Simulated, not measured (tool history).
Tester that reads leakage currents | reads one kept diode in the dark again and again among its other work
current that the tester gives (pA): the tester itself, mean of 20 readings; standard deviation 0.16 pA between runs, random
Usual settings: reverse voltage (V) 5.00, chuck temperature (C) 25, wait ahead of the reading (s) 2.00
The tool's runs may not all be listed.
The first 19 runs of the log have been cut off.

run	hour	reverse voltage (V)	chuck temperature (C)	wait ahead of the reading (s)	current that the tester gives (pA)
20	1888.2	1.35	25	0.81	31.02
# hour 2017.9: probe card cleaned and baked
21	2018.4	1.35	36	2.59	82.57
22	2110.5	1.35	36	2.59	82.72
23	2169.6	2.71	43	0.71	196.76
24	2234.8	9.29	43	0.71	322.51
25	2306.0	9.29	43	0.71	321.43
26	2420.0	9.29	43	0.71	323.09
# hour 2497.4: chuck's temperature calibrated
27	2497.4	1.58	42	3.28	145.82
28	2612.6	8.08	25	0.48	64.57
29	2694.0	8.08	25	0.48	64.44
30	2832.9	14.63	55	1.96	995.94
31	2912.5	1.14	24	0.94	26.31
32	2974.8	1.14	24	0.94	26.51
33	3081.4	5.00	42	4.31	231.21
34	3178.1	5.00	42	4.31	230.99
35	3297.3	5.00	42	4.31	230.70
36	3354.6	7.87	25	1.82	62.92
37	3446.5	5.00	25	3.60	52.12
38	3509.1	5.00	25	3.60	52.11

3 options for the next run, each taken on its own from the tool as it stands now. Forecast them:
A	3612.3	7.10	26	2.52	?
B	3612.3	4.80	55	2.00	?
C	3612.3	5.00	34	4.09	?

run	current that the tester gives (pA)
A	65.57
B	643.32
C	116.56
With the hidden condition removed and each run's random variation left untouched, the same runs would have given:
run	current that the tester gives (pA)
A	65.45
B	642.44
C	116.37
